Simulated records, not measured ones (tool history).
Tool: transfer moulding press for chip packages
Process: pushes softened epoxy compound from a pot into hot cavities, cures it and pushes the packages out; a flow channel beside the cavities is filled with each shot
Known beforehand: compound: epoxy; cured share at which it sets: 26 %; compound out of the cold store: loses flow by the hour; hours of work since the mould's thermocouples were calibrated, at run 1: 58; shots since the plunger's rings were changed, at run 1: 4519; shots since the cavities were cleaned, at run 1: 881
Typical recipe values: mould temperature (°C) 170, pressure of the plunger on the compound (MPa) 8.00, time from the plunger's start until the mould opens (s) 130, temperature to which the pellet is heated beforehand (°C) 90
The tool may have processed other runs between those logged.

run	hour	mould temperature (°C)	pressure of the plunger on the compound (MPa)	time from the plunger's start until the mould opens (s)	temperature to which the pellet is heated beforehand (°C)	hours of work since the mould's thermocouples were calibrated	shots since the plunger's rings were changed	shots since the cavities were cleaned	incoming compound's hours out of the cold store	length that the compound runs in the flow channel (mm)	greatest force on the pins that push the packages out (N)
1	0.0	170	8.00	130	90	58	4519	881	39.5	564	376
# hour 18.6: cavities cleaned with cleaning compound and waxed
2	47.1	170	8.00	130	90	88	4982	290	32.3	573	370
# hour 65.8: plunger's sealing rings changed
# hour 123.7: cavities cleaned with cleaning compound and waxed
3	142.7	170	8.00	130	90	149	765	192	17.9	612	377
4	195.5	170	8.00	123	90	184	1301	728	29.3	582	391
# hour 227.1: cavities cleaned with cleaning compound and waxed
5	240.4	170	8.00	123	90	213	1742	135	19.6	609	401
6	282.5	170	8.00	123	91	241	2170	563	9.2	635	397
# hour 327.2: cavities cleaned with cleaning compound and waxed
7	376.7	170	8.00	123	91	303	3110	502	17.6	607	400
# hour 425.1: cavities cleaned with cleaning compound and waxed
8	443.9	170	9.86	123	91	347	3777	190	26.5	651	400
9	520.2	170	9.86	123	91	398	4552	965	10.4	701	396
# hour 529.7: cavities cleaned with cleaning compound and waxed
# hour 579.5: plunger's sealing rings changed
10	605.3	170	8.00	130	90	452	262	742	20.5	604	375
# hour 631.8: cavities cleaned with cleaning compound and waxed
11	692.3	170	8.00	130	90	509	1130	614	46.7	538	373
# hour 732.8: cavities cleaned with cleaning compound and waxed
12	744.0	170	8.00	125	90	542	1639	113	23.4	598	388
13	826.6	170	8.00	123	90	597	2478	952	42.3	545	384
# hour 834.8: cavities cleaned with cleaning compound and waxed
14	907.8	170	8.00	123	90	650	3287	740	16.8	619	388
# hour 936.4: cavities cleaned with cleaning compound and waxed
15	964.4	170	8.00	123	95	687	3847	285	30.9	577	379
16	1007.4	170	8.00	123	95	716	4283	721	16.5	612	388
# hour 1041.0: cavities cleaned with cleaning compound and waxed
17	1084.6	170	8.00	123	95	766	5051	442	39.8	544	377
# hour 1093.1: mould's thermocouples calibrated
# hour 1095.6: plunger's sealing rings changed
18	1136.9	175	8.00	123	89	28	419	928	28.3	573	349
# hour 1142.6: cavities cleaned with cleaning compound and waxed
19	1229.4	173	8.00	130	81	88	1343	881	33.5	565	357
# hour 1241.5: cavities cleaned with cleaning compound and waxed
20	1296.9	173	8.00	130	81	132	2013	562	30.7	568	363
# hour 1342.1: cavities cleaned with cleaning compound and waxed
21	1378.3	173	8.00	130	81	185	2823	366	25.7	577	360
# hour 1446.7: cavities cleaned with cleaning compound and waxed
22	1472.2	173	9.49	140	86	247	3762	259	29.1	621	344
# hour 1545.7: cavities cleaned with cleaning compound and waxed
23	1567.8	165	7.24	116	86	310	4717	224	35.7	552	511
# hour 1614.2: plunger's sealing rings changed
# hour 1651.4: cavities cleaned with cleaning compound and waxed
24	1661.1	167	8.97	146	85	369	461	98	46.7	575	362
25	1729.7	175	9.54	130	90	415	1158	795	23.7	645	355

For each entry between runs, how does the tool's hidden state at the last listed run before it compare with that at the first listed run after it?
Logged between run 1 and run 2: cavities cleaned with cleaning compound and waxed (hour 18.6)
  pressure that reaches the compound, % of what is set: 99.86 -> 99.84; grip of the stained cavities, % over clean ones': 0.7 -> 0.4
Logged between run 2 and run 3: plunger's sealing rings changed (hour 65.8); cavities cleaned with cleaning compound and waxed (hour 123.7)
  pressure that reaches the compound, % of what is set: 99.84 -> 99.97; grip of the stained cavities, % over clean ones': 0.4 -> 0.3
Logged between run 4 and run 5: cavities cleaned with cleaning compound and waxed (hour 227.1)
  pressure that reaches the compound, % of what is set: 99.96 -> 99.94; grip of the stained cavities, % over clean ones': 0.7 -> 0.2
Logged between run 6 and run 7: cavities cleaned with cleaning compound and waxed (hour 327.2)
  pressure that reaches the compound, % of what is set: 99.93 -> 99.9
Logged between run 7 and run 8: cavities cleaned with cleaning compound and waxed (hour 425.1)
  pressure that reaches the compound, % of what is set: 99.9 -> 99.88; grip of the stained cavities, % over clean ones': 0.6 -> 0.3
Logged between run 9 and run 10: cavities cleaned with cleaning compound and waxed (hour 529.7); plunger's sealing rings changed (hour 579.5)
  true mould temperature over the reading, C: 0 -> 0.01; pressure that reaches the compound, % of what is set: 99.86 -> 99.99; grip of the stained cavities, % over clean ones': 0.8 -> 0.7
Logged between run 10 and run 11: cavities cleaned with cleaning compound and waxed (hour 631.8)
  pressure that reaches the compound, % of what is set: 99.99 -> 99.96; grip of the stained cavities, % over clean ones': 0.7 -> 0.6
Logged between run 11 and run 12: cavities cleaned with cleaning compound and waxed (hour 732.8)
  pressure that reaches the compound, % of what is set: 99.96 -> 99.95; grip of the stained cavities, % over clean ones': 0.6 -> 0.2
Logged between run 13 and run 14: cavities cleaned with cleaning compound and waxed (hour 834.8)
  pressure that reaches the compound, % of what is set: 99.92 -> 99.9; grip of the stained cavities, % over clean ones': 0.8 -> 0.7
Logged between run 14 and run 15: cavities cleaned with cleaning compound and waxed (hour 936.4)
  pressure that reaches the compound, % of what is set: 99.9 -> 99.88; grip of the stained cavities, % over clean ones': 0.7 -> 0.3
Logged between run 16 and run 17: cavities cleaned with cleaning compound and waxed (hour 1041.0)
  pressure that reaches the compound, % of what is set: 99.87 -> 99.84; grip of the stained cavities, % over clean ones': 0.7 -> 0.5
Logged between run 17 and run 18: mould's thermocouples calibrated (hour 1093.1); plunger's sealing rings changed (hour 1095.6)
  true mould temperature over the reading, C: 0.01 -> 0; pressure that reaches the compound, % of what is set: 99.84 -> 99.99; grip of the stained cavities, % over clean ones': 0.5 -> 0.8
Logged between run 18 and run 19: cavities cleaned with cleaning compound and waxed (hour 1142.6)
  pressure that reaches the compound, % of what is set: 99.99 -> 99.96
Logged between run 19 and run 20: cavities cleaned with cleaning compound and waxed (hour 1241.5)
  pressure that reaches the compound, % of what is set: 99.96 -> 99.94; grip of the stained cavities, % over clean ones': 0.8 -> 0.6
Logged between run 20 and run 21: cavities cleaned with cleaning compound and waxed (hour 1342.1)
  pressure that reaches the compound, % of what is set: 99.94 -> 99.91; grip of the stained cavities, % over clean ones': 0.6 -> 0.4
Logged between run 21 and run 22: cavities cleaned with cleaning compound and waxed (hour 1446.7)
  pressure that reaches the compound, % of what is set: 99.91 -> 99.88; grip of the stained cavities, % over clean ones': 0.4 -> 0.3
Logged between run 22 and run 23: cavities cleaned with cleaning compound and waxed (hour 1545.7)
  pressure that reaches the compound, % of what is set: 99.88 -> 99.86
Logged between run 23 and run 24: plunger's sealing rings changed (hour 1614.2); cavities cleaned with cleaning compound and waxed (hour 1651.4)
  pressure that reaches the compound, % of what is set: 99.86 -> 99.98; grip of the stained cavities, % over clean ones': 0.3 -> 0.2
